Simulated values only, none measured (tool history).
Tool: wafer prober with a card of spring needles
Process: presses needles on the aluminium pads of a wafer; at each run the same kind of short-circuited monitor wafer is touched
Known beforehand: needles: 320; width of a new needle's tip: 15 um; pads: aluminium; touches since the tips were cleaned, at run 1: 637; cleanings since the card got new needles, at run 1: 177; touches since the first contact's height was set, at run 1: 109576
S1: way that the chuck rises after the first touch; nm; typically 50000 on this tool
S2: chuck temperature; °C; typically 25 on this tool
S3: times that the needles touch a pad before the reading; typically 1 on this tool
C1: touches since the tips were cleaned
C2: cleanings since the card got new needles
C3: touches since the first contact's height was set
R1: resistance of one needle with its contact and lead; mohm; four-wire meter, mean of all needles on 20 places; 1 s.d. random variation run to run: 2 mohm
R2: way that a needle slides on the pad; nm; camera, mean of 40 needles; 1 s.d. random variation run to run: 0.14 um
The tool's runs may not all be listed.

| run | day | S1 | S2 | S3 | C1 | C2 | C3 | R1 | R2 |
|---|---|---|---|---|---|---|---|---|---|
| 1 | 0 | 50000 | 25 | 1 | 637 | 177 | 109576 | 462 | 10200 |
|  | 0.1 | tips cleaned on abrasive film |
|  | 0.262 | tips cleaned on abrasive film |
|  | 0.429 | tips cleaned on abrasive film |
|  | 0.592 | tips cleaned on abrasive film |
| 2 | 0.621 | 50000 | 33 | 1 | 470 | 181 | 119147 | 417 | 10010 |
|  | 0.75 | tips cleaned on abrasive film |
|  | 0.908 | tips cleaned on abrasive film |
|  | 1.042 | tips cleaned on abrasive film |
| 3 | 1.062 | 50000 | 33 | 1 | 316 | 184 | 125959 | 323 | 10070 |
|  | 1.192 | tips cleaned on abrasive film |
|  | 1.325 | tips cleaned on abrasive film |
|  | 1.458 | tips cleaned on abrasive film |
| 4 | 1.5 | 50000 | 33 | 1 | 676 | 187 | 132715 | 468 | 9650 |
|  | 1.6 | tips cleaned on abrasive film |
|  | 1.762 | tips cleaned on abrasive film |
|  | 1.925 | tips cleaned on abrasive film |
| 5 | 1.992 | 50000 | 25 | 1 | 1057 | 190 | 140352 | 603 | 9750 |
|  | 2.062 | tips cleaned on abrasive film |
|  | 2.196 | tips cleaned on abrasive film |
|  | 2.325 | tips cleaned on abrasive film |
| 6 | 2.325 | 50000 | 25 | 1 | 1 | 193 | 145429 | 279 | 9430 |
|  | 2.392 | height of the first contact set anew |
|  | 2.492 | tips cleaned on abrasive film |
|  | 2.625 | tips cleaned on abrasive film |
| 7 | 2.7 | 50000 | 68 | 1 | 1156 | 195 | 4704 | 492 | 11260 |
|  | 2.767 | tips cleaned on abrasive film |
|  | 2.896 | tips cleaned on abrasive film |
|  | 3.062 | tips cleaned on abrasive film |
| 8 | 3.171 | 50000 | 68 | 1 | 1769 | 198 | 12032 | 567 | 11250 |
|  | 3.208 | tips cleaned on abrasive film |
|  | 3.371 | tips cleaned on abrasive film |
|  | 3.517 | tips cleaned on abrasive film |
| 9 | 3.517 | 50000 | 25 | 1 | 0 | 201 | 17296 | 253 | 11200 |
|  | 3.679 | tips cleaned on abrasive film |
|  | 3.812 | tips cleaned on abrasive film |
|  | 3.975 | tips cleaned on abrasive film |
| 10 | 4.05 | 50000 | 25 | 1 | 1151 | 204 | 25540 | 471 | 10990 |
|  | 4.117 | tips cleaned on abrasive film |
|  | 4.279 | tips cleaned on abrasive film |
|  | 4.408 | tips cleaned on abrasive film |
|  | 4.571 | tips cleaned on abrasive film |
| 11 | 4.671 | 50000 | 25 | 1 | 1599 | 208 | 35165 | 588 | 11020 |
|  | 4.708 | tips cleaned on abrasive film |
|  | 4.838 | tips cleaned on abrasive film |
|  | 4.971 | tips cleaned on abrasive film |
|  | 5.104 | tips cleaned on abrasive film |
| 12 | 5.117 | 50000 | 25 | 1 | 234 | 212 | 41987 | 334 | 10970 |
|  | 5.25 | tips cleaned on abrasive film |
|  | 5.412 | tips cleaned on abrasive film |
|  | 5.546 | tips cleaned on abrasive film |
| 13 | 5.596 | 44000 | 53 | 1 | 787 | 215 | 49352 | 488 | 9240 |
|  | 5.696 | tips cleaned on abrasive film |
|  | 5.825 | tips cleaned on abrasive film |
|  | 5.958 | tips cleaned on abrasive film |
|  | 6.121 | tips cleaned on abrasive film |
| 14 | 6.233 | 31000 | 53 | 1 | 1767 | 219 | 59221 | 1472 | 6490 |
|  | 6.271 | tips cleaned on abrasive film |
|  | 6.433 | tips cleaned on abrasive film |
|  | 6.596 | tips cleaned on abrasive film |
|  | 6.758 | tips cleaned on abrasive film |
| 15 | 6.838 | 41000 | 30 | 1 | 1216 | 223 | 68531 | 787 | 8420 |
|  | 6.904 | tips cleaned on abrasive film |
|  | 7.067 | tips cleaned on abrasive film |
| 16 | 7.196 | 50000 | 86 | 1 | 2004 | 225 | 74070 | 665 | 10410 |
|  | 7.229 | tips cleaned on abrasive film |
|  | 7.362 | tips cleaned on abrasive film |
|  | 7.525 | tips cleaned on abrasive film |
|  | 7.658 | tips cleaned on abrasive film |
| 17 | 7.7 | 38000 | 57 | 3 | 700 | 229 | 81864 | 395 | 7750 |
|  | 7.8 | tips cleaned on abrasive film |
|  | 7.967 | tips cleaned on abrasive film |
|  | 8.129 | tips cleaned on abrasive film |
| 18 | 8.188 | 40000 | 94 | 3 | 953 | 232 | 89394 | 408 | 8100 |
|  | 8.288 | tips cleaned on abrasive film |
|  | 8.45 | tips cleaned on abrasive film |
|  | 8.612 | tips cleaned on abrasive film |
| 19 | 8.7 | 56000 | 83 | 3 | 1352 | 235 | 97291 | 359 | 11840 |
|  | 8.767 | tips cleaned on abrasive film |
|  | 8.929 | tips cleaned on abrasive film |
|  | 9.092 | tips cleaned on abrasive film |
|  | 9.254 | tips cleaned on abrasive film |
|  | 9.383 | tips cleaned on abrasive film |
| 20 | 9.392 | 56000 | 83 | 3 | 108 | 240 | 107948 | 263 | 11590 |
|  | 9.525 | tips cleaned on abrasive film |
|  | 9.683 | tips cleaned on abrasive film |
|  | 9.846 | tips cleaned on abrasive film |
|  | 9.979 | tips cleaned on abrasive film |
|  | 10.112 | tips cleaned on abrasive film |
| 21 | 10.117 | 56000 | 85 | 3 | 114 | 245 | 119147 | 270 | 11430 |
|  | 10.25 | tips cleaned on abrasive film |
|  | 10.383 | tips cleaned on abrasive film |
|  | 10.525 | tips cleaned on abrasive film |
| 22 | 10.525 | 36000 | 112 | 2 | 0 | 248 | 125436 | 319 | 6620 |
|  | 10.692 | tips cleaned on abrasive film |
|  | 10.854 | tips cleaned on abrasive film |
|  | 11.017 | tips cleaned on abrasive film |
|  | 11.146 | tips cleaned on abrasive film |
| 23 | 11.25 | 61000 | 71 | 1 | 1639 | 252 | 136664 | 555 | 12500 |
|  | 11.288 | tips cleaned on abrasive film |
|  | 11.446 | tips cleaned on abrasive film |
|  | 11.608 | tips cleaned on abrasive film |
|  | 11.771 | tips cleaned on abrasive film |
| 24 | 11.812 | 61000 | 71 | 1 | 682 | 256 | 145326 | 410 | 12090 |

Branching from run 24: 5 alternative next runs. What would each branch give?
|  | 11.888 | height of the first contact set anew |
|  | 11.925 | tips cleaned on abrasive film |
|  | 12.088 | tips cleaned on abrasive film |
|  | 12.221 | tips cleaned on abrasive film |
|  | 12.35 | tips cleaned on abrasive film |
| A | 12.462 | 46000 | 25 | 2 | 1764 | 260 | 8851 | ? | ? |
|  | 11.888 | height of the first contact set anew |
|  | 11.925 | tips cleaned on abrasive film |
|  | 12.088 | tips cleaned on abrasive film |
|  | 12.221 | tips cleaned on abrasive film |
|  | 12.35 | tips cleaned on abrasive film |
| B | 12.462 | 61000 | 71 | 3 | 1764 | 260 | 8851 | ? | ? |
|  | 11.888 | height of the first contact set anew |
|  | 11.925 | tips cleaned on abrasive film |
|  | 12.088 | tips cleaned on abrasive film |
|  | 12.221 | tips cleaned on abrasive film |
|  | 12.35 | tips cleaned on abrasive film |
| C | 12.462 | 34000 | 98 | 2 | 1764 | 260 | 8851 | ? | ? |
|  | 11.888 | height of the first contact set anew |
|  | 11.925 | tips cleaned on abrasive film |
|  | 12.088 | tips cleaned on abrasive film |
|  | 12.221 | tips cleaned on abrasive film |
|  | 12.35 | tips cleaned on abrasive film |
| D | 12.462 | 50000 | 27 | 3 | 1764 | 260 | 8851 | ? | ? |
|  | 11.888 | height of the first contact set anew |
|  | 11.925 | tips cleaned on abrasive film |
|  | 12.088 | tips cleaned on abrasive film |
|  | 12.221 | tips cleaned on abrasive film |
|  | 12.35 | tips cleaned on abrasive film |
| E | 12.462 | 42000 | 25 | 2 | 1764 | 260 | 8851 | ? | ? |

| run | R1 | R2 |
|---|---|---|
| A | 540 | 10390 |
| B | 340 | 13670 |
| C | 781 | 7700 |
| D | 384 | 11300 |
| E | 610 | 9520 |
Take away the tool's hidden state, keep each run's random variation, and the runs would have read:
| run | R1 | R2 |
|---|---|---|
| A | 216 | 10490 |
| B | 226 | 13770 |
| C | 247 | 7800 |
| D | 214 | 11410 |
| E | 219 | 9620 |
